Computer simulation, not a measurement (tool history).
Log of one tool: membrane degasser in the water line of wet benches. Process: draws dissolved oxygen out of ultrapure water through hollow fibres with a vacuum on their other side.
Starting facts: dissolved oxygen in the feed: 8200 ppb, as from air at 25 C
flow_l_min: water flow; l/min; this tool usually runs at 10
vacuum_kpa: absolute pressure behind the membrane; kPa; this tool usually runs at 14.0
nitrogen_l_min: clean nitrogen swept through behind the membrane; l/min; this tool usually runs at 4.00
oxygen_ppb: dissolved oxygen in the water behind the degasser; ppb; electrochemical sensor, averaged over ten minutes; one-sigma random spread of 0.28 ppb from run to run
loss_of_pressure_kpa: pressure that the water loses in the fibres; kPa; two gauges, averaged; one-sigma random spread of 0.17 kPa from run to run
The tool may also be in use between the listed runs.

| run | day | flow_l_min | vacuum_kpa | nitrogen_l_min | oxygen_ppb | loss_of_pressure_kpa |
|---|---|---|---|---|---|---|
| 1 | 0.000 | 10 | 14.0 | 4.00 | 71.4 | 39.97 |
| 2 | 3.058 | 10 | 14.0 | 4.00 | 72.4 | 39.79 |
| 3 | 5.892 | 10 | 14.0 | 4.00 | 71.9 | 39.92 |
| 4 | 7.996 | 10 | 14.0 | 4.00 | 71.6 | 39.60 |
| 5 | 10.954 | 11 | 14.0 | 4.00 | 79.9 | 43.80 |
| 6 | 13.817 | 11 | 14.0 | 4.00 | 79.8 | 44.13 |
| 7 | 16.146 | 10 | 14.0 | 4.00 | 72.4 | 40.24 |
| 8 | 18.275 | 10 | 14.0 | 4.00 | 72.7 | 39.82 |
| 9 | 21.488 | 10 | 14.0 | 4.00 | 72.5 | 39.92 |
| 10 | 24.321 | 10 | 14.0 | 4.00 | 72.4 | 40.10 |
| 11 | 27.946 | 10 | 10.3 | 4.00 | 49.0 | 39.93 |
| 12 | 29.638 | 10 | 14.0 | 4.00 | 72.3 | 40.12 |
| 13 | 31.662 | 10 | 14.0 | 4.00 | 72.6 | 40.05 |
| 14 | 34.033 | 10 | 14.0 | 4.00 | 72.7 | 39.92 |
| 15 | 37.742 | 10 | 14.0 | 4.00 | 72.8 | 39.93 |
|  | 38.033 | vacuum gauge calibrated |
| 16 | 39.958 | 10 | 14.0 | 4.00 | 73.0 | 40.31 |
| 17 | 43.212 | 11 | 14.0 | 4.00 | 80.9 | 44.05 |
| 18 | 47.192 | 14 | 10.9 | 4.00 | 78.5 | 56.32 |
| 19 | 50.467 | 11 | 14.0 | 4.00 | 81.3 | 43.89 |
| 20 | 53.488 | 11 | 14.0 | 4.00 | 81.5 | 44.10 |
|  | 56.092 | vacuum gauge calibrated, once more |
| 21 | 56.838 | 8 | 20.1 | 4.00 | 89.1 | 32.24 |
| 22 | 58.817 | 8 | 34.8 | 9.86 | 68.5 | 32.09 |
| 23 | 60.446 | 10 | 14.0 | 1.63 | 166.7 | 40.20 |
| 24 | 62.975 | 10 | 22.3 | 7.53 | 69.7 | 40.48 |
|  | 65.362 | seals of the vacuum lines changed |
| 25 | 66.479 | 10 | 22.3 | 7.53 | 67.6 | 40.22 |
| 26 | 70.283 | 10 | 27.6 | 7.12 | 88.8 | 40.23 |
| 27 | 73.092 | 16 | 24.7 | 3.12 | 278.1 | 64.47 |
| 28 | 75.242 | 7 | 29.0 | 2.46 | 180.8 | 28.33 |
| 29 | 78.633 | 10 | 24.9 | 4.00 | 138.3 | 40.16 |
| 30 | 82.154 | 10 | 24.9 | 4.00 | 137.7 | 40.26 |
| 31 | 84.900 | 10 | 24.9 | 4.00 | 138.0 | 40.34 |
| 32 | 86.683 | 10 | 24.9 | 4.00 | 137.4 | 40.02 |

3 options for the next run, each taken on its own from the tool as it stands now. Forecast them:
| A | 90.367 | 10 | 14.0 | 3.04 | ? | ? |
| B | 90.367 | 11 | 24.9 | 1.67 | ? | ? |
| C | 90.367 | 14 | 17.7 | 2.76 | ? | ? |

| run | oxygen_ppb | loss_of_pressure_kpa |
|---|---|---|
| A | 92.3 | 40.75 |
| B | 340.1 | 44.15 |
| C | 189.9 | 56.93 |
Stripped of hidden state, with their random variation kept, the same runs would have yielded:
| run | oxygen_ppb | loss_of_pressure_kpa |
|---|---|---|
| A | 90.4 | 39.44 |
| B | 337.0 | 42.72 |
| C | 186.4 | 55.08 |
